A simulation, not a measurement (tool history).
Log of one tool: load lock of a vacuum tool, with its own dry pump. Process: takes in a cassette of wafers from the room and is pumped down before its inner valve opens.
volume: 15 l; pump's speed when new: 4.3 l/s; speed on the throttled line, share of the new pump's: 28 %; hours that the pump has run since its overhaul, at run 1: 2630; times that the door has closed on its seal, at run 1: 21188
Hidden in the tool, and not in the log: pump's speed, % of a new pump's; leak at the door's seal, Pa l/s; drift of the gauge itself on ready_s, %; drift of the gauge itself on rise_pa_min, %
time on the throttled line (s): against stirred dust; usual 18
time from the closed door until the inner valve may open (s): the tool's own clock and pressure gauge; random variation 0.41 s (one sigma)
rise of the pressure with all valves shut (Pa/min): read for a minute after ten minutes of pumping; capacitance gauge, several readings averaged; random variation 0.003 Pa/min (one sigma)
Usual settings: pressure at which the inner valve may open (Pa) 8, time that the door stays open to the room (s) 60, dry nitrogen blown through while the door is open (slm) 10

run,hour,time on the throttled line (s),pressure at which the inner valve may open (Pa),time that the door stays open to the room (s),dry nitrogen blown through while the door is open (slm),hours that the pump has run since its overhaul,times that the door has closed on its seal,"incoming humidity of the room's air, %",time from the closed door until the inner valve may open (s),rise of the pressure with all valves shut (Pa/min)
1,0,18,8,60,10,2630,21188,43.2,46,0.285
2,164.8,18,8,60,10,2795,21875,46,46.1,0.31
3,311.7,18,8,36,10,2942,22488,46.4,47,0.302
4,449.8,18,8,36,10,3080,23064,47.5,46.1,0.326
# hour 555.3: door's seal changed, seat wiped
5,580.8,18,8,36,10,3209,107,45.4,47.1,0.03
6,650.2,18,8,60,11,3279,396,44.7,46.7,0.035
7,815.3,18,8,60,11,3444,1084,42.6,46.6,0.034
8,919.8,18,8,60,11,3548,1520,41.6,46.5,0.042
9,1050.6,18,8,60,11,3679,2065,47.6,46.5,0.052
10,1144.3,29,8,60,10,3773,2456,41.1,54.4,0.042
11,1214,18,8,205,10,3843,2747,41.7,46.9,0.096
12,1354.8,18,8,205,10,3983,3334,45.6,46.4,0.102
13,1507.2,18,8,205,10,4136,3969,44.2,46.8,0.105
14,1617.2,18,8,205,10,4246,4428,46.3,47.2,0.112
15,1752.5,18,8,60,10,4381,4992,49.4,46.5,0.072
16,1902.4,12,8,60,10,4531,5617,47.8,42.3,0.076
17,2008.9,12,8,60,10,4638,6061,45.5,42.5,0.085
18,2130.9,12,8,60,10,4760,6569,45.5,42.9,0.088
19,2257.7,12,8,60,10,4886,7098,42.3,42.5,0.092
20,2414.8,12,8,60,10,5043,7753,43.8,42.8,0.099
21,2553.3,12,8,60,10,5182,8330,43.5,43.2,0.096
22,2627,12,9,60,10,5256,8638,40.2,42.5,0.107
23,2699.1,18,8,34,26,5328,8938,42.4,47.3,0.093
24,2815.4,20,11,60,10,5444,9423,43.9,47.4,0.117
25,2982.7,36,8,227,5,5611,10121,43.8,60.3,0.193
26,3119,23,8,69,27,5748,10689,43.3,50.6,0.121
27,3232.1,20,6,119,11,5861,11160,43.6,49.3,0.147
28,3366.6,15,6,119,11,5995,11721,46.5,46.3,0.163
29,3439.6,18,8,51,10,6068,12026,46.4,46.8,0.145
30,3552,17,8,51,26,6181,12494,47.9,46.5,0.144
31,3708,17,8,51,26,6337,13144,45.1,46,0.15
32,3825.3,18,8,55,10,6454,13634,46.3,47.3,0.174
33,3911.9,11,8,192,5,6541,13995,46.4,42.4,0.239
34,4053.7,11,8,192,5,6682,14586,45,41.7,0.243
35,4188.4,15,11,41,22,6817,15147,46.8,44.4,0.194
36,4299.4,18,13,60,35,6928,15610,48.4,45.7,0.197
37,4456.9,18,16,175,7,7086,16267,46.3,43.9,0.268

Some steps in time from the closed door until the inner valve may open (s) between neighbouring runs. How much of each would the tool show without its hidden state too (settings, what came in, random variation), and how much is left for the hidden state, with any gauge scatter that isn't in both results?
Run 1 -> 2: no setting changed, nothing entered. time from the closed door until the inner valve may open (s) +0.1: hidden state +0.1, all else +0.
Run 5 -> 6: time that the door stays open to the room (s) 36 -> 60, dry nitrogen blown through while the door is open (slm) 10 -> 11. time from the closed door until the inner valve may open (s) -0.4: hidden state +0.1, all else -0.5.
Run 9 -> 10: time on the throttled line (s) 18 -> 29, dry nitrogen blown through while the door is open (slm) 11 -> 10. time from the closed door until the inner valve may open (s) +7.9: hidden state +0, all else +7.9.
Run 11 -> 12: no setting changed, nothing entered. time from the closed door until the inner valve may open (s) -0.5: hidden state +0.1, all else -0.6.
Run 24 -> 25: time on the throttled line (s) 20 -> 36, pressure at which the inner valve may open (Pa) 11 -> 8, time that the door stays open to the room (s) 60 -> 227, dry nitrogen blown through while the door is open (slm) 10 -> 5. time from the closed door until the inner valve may open (s) +12.9: hidden state +0, all else +12.9.
Run 25 -> 26: time on the throttled line (s) 36 -> 23, time that the door stays open to the room (s) 227 -> 69, dry nitrogen blown through while the door is open (slm) 5 -> 27. time from the closed door until the inner valve may open (s) -9.7: hidden state +0.1, all else -9.8.
